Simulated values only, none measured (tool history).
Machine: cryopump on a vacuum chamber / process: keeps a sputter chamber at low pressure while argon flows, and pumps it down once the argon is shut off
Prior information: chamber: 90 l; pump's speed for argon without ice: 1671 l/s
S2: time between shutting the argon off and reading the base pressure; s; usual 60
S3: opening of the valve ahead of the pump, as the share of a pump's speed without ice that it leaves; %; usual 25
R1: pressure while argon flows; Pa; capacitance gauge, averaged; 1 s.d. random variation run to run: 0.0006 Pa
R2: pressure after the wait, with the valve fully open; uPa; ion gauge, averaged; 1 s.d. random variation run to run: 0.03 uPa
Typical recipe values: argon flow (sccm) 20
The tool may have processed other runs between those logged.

run 1 hour=0 | argon_flow_(sccm)=20 S2=60 S3=25 | R1=0.0832 R2=3.45
run 2 hour=37.8 | argon_flow_(sccm)=20 S2=60 S3=25 | R1=0.0852 R2=3.52
run 3 hour=81.1 | argon_flow_(sccm)=20 S2=60 S3=25 | R1=0.0853 R2=3.59
run 4 hour=117.4 | argon_flow_(sccm)=36 S2=60 S3=25 | R1=0.1555 R2=3.62
run 5 hour=152.6 | argon_flow_(sccm)=36 S2=68 S3=25 | R1=0.1561 R2=3.66
run 6 hour=205.2 | argon_flow_(sccm)=36 S2=68 S3=25 | R1=0.1572 R2=3.69
run 7 hour=250.8 | argon_flow_(sccm)=36 S2=68 S3=25 | R1=0.1582 R2=3.89
run 8 hour=295.4 | argon_flow_(sccm)=12 S2=27 S3=57 | R1=0.0259 R2=5.65
run 9 hour=322.1 | argon_flow_(sccm)=12 S2=27 S3=57 | R1=0.0262 R2=5.67
-- hour=338.2 pump warmed up, emptied and cooled again
run 10 hour=369 | argon_flow_(sccm)=12 S2=128 S3=57 | R1=0.0215 R2=2.77
run 11 hour=414.4 | argon_flow_(sccm)=12 S2=60 S3=25 | R1=0.0493 R2=3.52
run 12 hour=449.9 | argon_flow_(sccm)=35 S2=32 S3=53 | R1=0.0698 R2=4.57
run 13 hour=485.3 | argon_flow_(sccm)=24 S2=30 S3=52 | R1=0.0482 R2=4.68
run 14 hour=537.6 | argon_flow_(sccm)=24 S2=30 S3=52 | R1=0.0502 R2=5.05

Consider 4 possible next runs. They are alternatives, not a sequence: every one starts from the tool as it was left by run 14. What does each give?
-- hour=551.6 leaking fittings of the chamber tightened, without venting
run A hour=573.8 | argon_flow_(sccm)=20 S2=71 S3=48 | R1=? R2=?
-- hour=551.6 leaking fittings of the chamber tightened, without venting
run B hour=573.8 | argon_flow_(sccm)=20 S2=48 S3=25 | R1=? R2=?
-- hour=551.6 leaking fittings of the chamber tightened, without venting
run C hour=573.8 | argon_flow_(sccm)=13 S2=119 S3=46 | R1=? R2=?
-- hour=551.6 leaking fittings of the chamber tightened, without venting
run D hour=573.8 | argon_flow_(sccm)=33 S2=52 S3=34 | R1=? R2=?

run=A R1=0.045 R2=1.37
run=B R1=0.0849 R2=1.86
run=C R1=0.0309 R2=0.92
run=D R1=0.1036 R2=1.65
Without the tool's unlogged condition, the same runs would have read:
run=A R1=0.0419 R2=1.29
run=B R1=0.0818 R2=1.79
run=C R1=0.0288 R2=0.85
run=D R1=0.0984 R2=1.58

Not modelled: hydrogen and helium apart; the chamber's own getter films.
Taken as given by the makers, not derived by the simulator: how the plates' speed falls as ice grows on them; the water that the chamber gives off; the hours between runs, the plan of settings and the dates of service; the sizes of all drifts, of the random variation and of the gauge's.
